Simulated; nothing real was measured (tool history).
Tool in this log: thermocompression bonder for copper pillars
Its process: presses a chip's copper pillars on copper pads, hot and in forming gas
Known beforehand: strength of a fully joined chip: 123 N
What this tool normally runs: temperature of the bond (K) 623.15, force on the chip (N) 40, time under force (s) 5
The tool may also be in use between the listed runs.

run,hour,temperature of the bond (K),force on the chip (N),time under force (s),force that shears a chip off (N)
1,0.0,623.15,40,5,55.0
2,14.5,623.15,40,5,53.6
3,29.6,602.15,40,5,42.2
4,40.3,602.15,40,5,42.3
5,52.3,623.15,40,5,53.7
6,61.5,623.15,40,5,54.3
7,75.5,623.15,40,6,56.4
8,89.4,623.15,40,6,56.2
9,102.6,616.15,40,6,52.7
10,112.3,616.15,40,6,52.4
11,131.6,616.15,40,6,55.0
12,144.5,616.15,40,6,54.5
13,155.3,602.15,40,5,43.0
14,166.4,602.15,40,5,43.4
15,177.4,602.15,40,5,43.2
16,194.9,623.15,40,13,73.8
17,203.1,623.15,40,13,75.8
18,220.8,623.15,40,5,54.4
19,235.1,623.15,40,5,55.7
20,246.4,623.15,40,5,54.9
21,255.9,609.15,43,5,49.3
22,269.6,623.15,32,8,52.6
23,281.0,622.15,27,3,29.9
24,293.0,647.15,55,9,94.2
25,308.0,620.15,42,3,44.5
26,321.7,620.15,42,3,44.8
27,331.3,606.15,42,5,44.6
28,338.8,623.15,40,12,69.4
29,353.9,623.15,40,12,69.5
30,362.1,623.15,25,4,30.9
31,371.7,627.15,39,8,61.3
32,386.2,613.15,29,9,43.2
33,404.4,600.15,40,5,41.6
34,416.3,634.15,45,12,87.7
35,426.3,634.15,45,12,87.3
36,435.2,623.15,44,10,78.7
37,446.4,622.15,56,14,98.5
38,464.5,628.15,51,9,87.3
39,479.5,628.15,51,9,87.0
40,488.5,605.15,29,13,51.7

Between the runs listed above, the log contained 4 entries, not reproduced here. Where in the sequence does each belong, and how does what the log doesn't record of the tool's condition differ from the listed run before to the listed run after?
From run 10 to run 11: heater calibrated with a thermocouple chip (hour 124.3)
  true temperature of the bond over the reading, C: -5.7 -> -0.8; force that reaches the chip, % of what is set: 97.1 -> 97; oxide that the forming gas leaves, % of the face: 5.89 -> 6.09
  what was measured, less what the result would be without the hidden state, force that shears a chip off (N): -8.1 -> -5.2
From run 26 to run 27: force cell calibrated (hour 324.0)
  force that reaches the chip, % of what is set: 95.7 -> 92.9; oxide that the forming gas leaves, % of the face: 8.23 -> 8.32
  what was measured, less what the result would be without the hidden state, force that shears a chip off (N): -6.7 -> -8.2
From run 32 to run 33: forming gas filter changed (hour 390.1)
  true temperature of the bond over the reading, C: -2.2 -> -2.3; force that reaches the chip, % of what is set: 92.6 -> 92.5; oxide that the forming gas leaves, % of the face: 8.93 -> 0.74
  what was measured, less what the result would be without the hidden state, force that shears a chip off (N): -8.6 -> -4.6
From run 35 to run 36: force cell calibrated, once more (hour 432.0)
  true temperature of the bond over the reading, C: -2.4 -> -2.5; force that reaches the chip, % of what is set: 92.3 -> 99.6; oxide that the forming gas leaves, % of the face: 0.97 -> 1.05
  what was measured, less what the result would be without the hidden state, force that shears a chip off (N): -5.8 -> -2.4
